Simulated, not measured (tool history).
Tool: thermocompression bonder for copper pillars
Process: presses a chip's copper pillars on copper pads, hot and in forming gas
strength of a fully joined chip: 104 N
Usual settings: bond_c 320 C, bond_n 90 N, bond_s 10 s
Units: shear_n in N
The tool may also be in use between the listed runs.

run	hour	bond_c	bond_n	bond_s	shear_n
1	0.0	320	90	10	40.7
2	12.6	320	90	8	37.3
3	27.8	320	90	8	37.6
4	41.2	320	90	10	40.6
5	55.0	320	90	10	41.1
6	71.8	320	90	10	40.1
7	85.1	320	90	10	40.9
8	97.6	320	90	10	40.5
9	116.4	321	129	24	71.7
10	125.5	341	59	24	50.8
11	142.5	320	89	10	39.9
12	154.2	320	114	10	49.7
13	172.1	333	114	15	64.4
14	183.4	294	74	10	22.8
15	196.9	331	106	23	67.9
16	214.6	315	61	6	21.5

Forecast each of these 3 alternatives for the next run:
A	229.2	308	133	10	?
B	229.2	331	76	5	?
C	229.2	303	59	10	?

run	shear_n
A	47.8
B	30.4
C	21.9
Without the tool's hidden state the same runs would have given:
run	shear_n
A	47.9
B	30.4
C	21.9
